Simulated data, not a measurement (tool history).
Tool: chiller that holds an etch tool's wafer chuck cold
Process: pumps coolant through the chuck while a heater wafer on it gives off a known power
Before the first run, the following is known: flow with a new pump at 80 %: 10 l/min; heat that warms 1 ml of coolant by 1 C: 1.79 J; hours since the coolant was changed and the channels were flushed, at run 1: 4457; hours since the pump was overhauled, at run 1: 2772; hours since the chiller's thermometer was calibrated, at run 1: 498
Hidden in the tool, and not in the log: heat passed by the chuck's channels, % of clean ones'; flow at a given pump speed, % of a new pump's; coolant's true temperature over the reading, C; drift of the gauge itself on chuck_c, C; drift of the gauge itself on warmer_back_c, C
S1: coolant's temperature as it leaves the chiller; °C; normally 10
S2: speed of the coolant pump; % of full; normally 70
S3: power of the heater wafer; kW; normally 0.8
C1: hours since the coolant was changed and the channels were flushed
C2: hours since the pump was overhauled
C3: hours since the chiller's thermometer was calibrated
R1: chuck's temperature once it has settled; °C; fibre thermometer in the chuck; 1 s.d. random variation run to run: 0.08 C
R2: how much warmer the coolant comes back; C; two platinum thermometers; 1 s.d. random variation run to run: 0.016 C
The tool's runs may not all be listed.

run,day,S1,S2,S3,C1,C2,C3,R1,R2
1,0,10,70,0.8,4457,2772,498,17.37,3.24
2,3.475,10,70,0.8,4540,2855,581,17.51,3.2
# day 6.15: coolant changed, channels flushed
3,6.346,10,70,0.8,5,2918,644,16.53,3.21
4,11.404,10,74,0.8,126,3040,766,16.53,3.05
5,15.55,10,74,1.186,226,3139,865,19.53,4.5
6,18.55,10,74,1.186,298,3211,937,19.47,4.53
7,23.512,10,86,0.8,417,3330,1056,15.93,2.65
8,28.396,10,86,0.8,534,3447,1173,16,2.64
9,31.342,10,98,0.8,605,3518,1244,15.41,2.31
10,34.296,10,67,0.8,675,3589,1315,17.2,3.42
11,37.108,10,67,0.8,743,3656,1382,17.31,3.42
12,40.579,10,67,0.8,826,3740,1466,17.19,3.44
13,44.967,10,67,0.8,932,3845,1571,17.25,3.41
14,48.167,15,70,0.8,1008,3922,1648,22.24,3.28
15,50.958,15,70,0.8,1075,3989,1715,22.27,3.29
16,53.254,15,70,0.8,1131,4044,1770,22.11,3.3
17,56.679,15,70,0.8,1213,4126,1852,22.31,3.29
18,59.088,12,80,0.8,1270,4184,1910,18.49,2.87
19,61.35,18,63,0.822,1325,4238,1964,26.03,3.77
20,65.304,18,63,0.405,1420,4333,2059,22.49,1.88
21,69.212,18,63,0.405,1514,4427,2153,22.44,1.9
22,72.65,5,60,0.8,1596,4510,2236,13.5,3.88
23,77.408,5,83,0.8,1710,4624,2350,11.87,2.78
24,79.688,8,86,0.568,1765,4678,2404,12.95,1.91
25,84.296,8,86,0.568,1875,4789,2515,12.95,1.91
26,88.233,8,86,0.568,1970,4883,2609,12.9,1.92
27,91.246,8,86,0.746,2042,4956,2682,14.41,2.54
28,95.421,8,86,0.746,2143,5056,2782,14.32,2.52
# day 98.071: chiller's thermometer calibrated
29,98.683,8,86,0.746,2220,5133,15,13.39,2.49
30,101.092,8,86,0.746,2278,5191,72,13.51,2.55
31,104.504,7,86,0.799,2360,5273,154,12.9,2.71
32,109.3,10,66,0.718,2475,5388,269,16.58,3.19
33,114.004,16,74,0.703,2587,5501,382,22.2,2.81

Selected run-to-run steps in R1, each split into two signed amounts: the part the tool would show with no hidden state at all (from settings, incoming material and random variation), and the remainder, which goes to the hidden state together with any gauge scatter not common to the measured and the hidden-state-free results:
Run 2 -> 3: coolant changed, channels flushed. R1 -0.98 °C: hidden state -0.82, all else -0.16.
Run 18 -> 19: S1 12 -> 18, S2 80 -> 63, S3 0.8 -> 0.822. R1 +7.54 °C: hidden state +0.14, all else +7.4.
Run 21 -> 22: S1 18 -> 5, S2 63 -> 60, S3 0.405 -> 0.8. R1 -8.94 °C: hidden state +0.41, all else -9.35.
Run 28 -> 29: chiller's thermometer calibrated. R1 -0.93 °C: hidden state -0.94, all else +0.01.
Run 32 -> 33: S1 10 -> 16, S2 66 -> 74, S3 0.718 -> 0.703. R1 +5.62 °C: hidden state -0.03, all else +5.65.

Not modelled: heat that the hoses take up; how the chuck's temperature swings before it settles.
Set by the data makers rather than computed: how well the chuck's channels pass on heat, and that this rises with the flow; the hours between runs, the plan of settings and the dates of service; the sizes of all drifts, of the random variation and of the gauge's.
